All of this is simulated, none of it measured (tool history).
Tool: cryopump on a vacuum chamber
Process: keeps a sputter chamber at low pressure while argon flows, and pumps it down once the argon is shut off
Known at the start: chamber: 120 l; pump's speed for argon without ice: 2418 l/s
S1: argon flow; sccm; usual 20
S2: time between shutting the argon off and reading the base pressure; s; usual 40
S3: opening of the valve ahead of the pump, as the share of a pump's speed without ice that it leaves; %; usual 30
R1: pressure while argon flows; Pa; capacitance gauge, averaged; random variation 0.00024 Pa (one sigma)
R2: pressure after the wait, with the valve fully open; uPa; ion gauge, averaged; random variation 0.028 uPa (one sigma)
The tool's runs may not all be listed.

| run | hour | S1 | S2 | S3 | R1 | R2 |
|---|---|---|---|---|---|---|
| 1 | 0 | 20 | 40 | 30 | 0.048 | 1.51 |
| 2 | 9.4 | 20 | 40 | 30 | 0.0479 | 1.45 |
| 3 | 24.2 | 20 | 265 | 30 | 0.0486 | 0.47 |
| 4 | 33 | 20 | 265 | 30 | 0.0481 | 0.5 |
| 5 | 43.6 | 20 | 40 | 30 | 0.0485 | 1.48 |
| 6 | 60.9 | 20 | 40 | 30 | 0.0484 | 1.44 |
| 7 | 72 | 20 | 40 | 30 | 0.0488 | 1.43 |
| 8 | 82.3 | 36 | 40 | 30 | 0.0877 | 1.47 |
| 9 | 99 | 36 | 40 | 30 | 0.0876 | 1.48 |
| 10 | 115.8 | 20 | 40 | 49 | 0.031 | 1.46 |
| 11 | 137.3 | 20 | 40 | 49 | 0.0309 | 1.54 |
| 12 | 156.5 | 20 | 40 | 49 | 0.031 | 1.53 |
| 13 | 172.2 | 20 | 40 | 49 | 0.0314 | 1.51 |
| 14 | 185.7 | 20 | 40 | 32 | 0.0462 | 1.53 |
| 15 | 204.1 | 20 | 40 | 32 | 0.0466 | 1.53 |
| 16 | 216.5 | 20 | 40 | 30 | 0.0498 | 1.53 |
| 17 | 235.6 | 20 | 40 | 30 | 0.0493 | 1.51 |
| 18 | 255.1 | 20 | 40 | 17 | 0.0854 | 1.6 |
| 19 | 272.9 | 35 | 225 | 25 | 0.1035 | 0.62 |
| 20 | 296.6 | 20 | 291 | 40 | 0.035 | 0.5 |
| 21 | 305.4 | 17 | 285 | 42 | 0.0284 | 0.49 |
| 22 | 324.7 | 17 | 285 | 42 | 0.0284 | 0.55 |
| 23 | 341.4 | 10 | 40 | 30 | 0.0237 | 1.52 |
| 24 | 355.2 | 14 | 142 | 30 | 0.033 | 0.72 |
| 25 | 371.6 | 20 | 21 | 30 | 0.0469 | 2.66 |
| 26 | 386.3 | 20 | 105 | 16 | 0.0882 | 0.83 |
| 27 | 397.5 | 11 | 63 | 24 | 0.0326 | 1.13 |
| 28 | 412.9 | 16 | 63 | 44 | 0.026 | 1.14 |
| 29 | 429.9 | 13 | 63 | 23 | 0.0403 | 1.15 |
| 30 | 439 | 33 | 118 | 40 | 0.0592 | 0.84 |
| 31 | 457.5 | 12 | 50 | 30 | 0.0284 | 1.35 |
| 32 | 470.7 | 12 | 50 | 30 | 0.0287 | 1.38 |
| 33 | 487 | 10 | 40 | 30 | 0.0239 | 1.64 |

Taken out of this log: 1 entry between the listed runs. Where each belongs, and how the hidden state differs across it:
Between runs 19 and 20: pump warmed up, emptied and cooled again (hour 294.9)
  pump's speed, % of a pump's without ice: 81.5 -> 99.5; cold plate's temperature, K: 12.63 -> 12.64; leak into the chamber, uPa l/s: 797 -> 810
  measured less the result without the state, R1: +0.006 -> +0.0002 Pa; R2: +0.29 -> +0.22 uPa
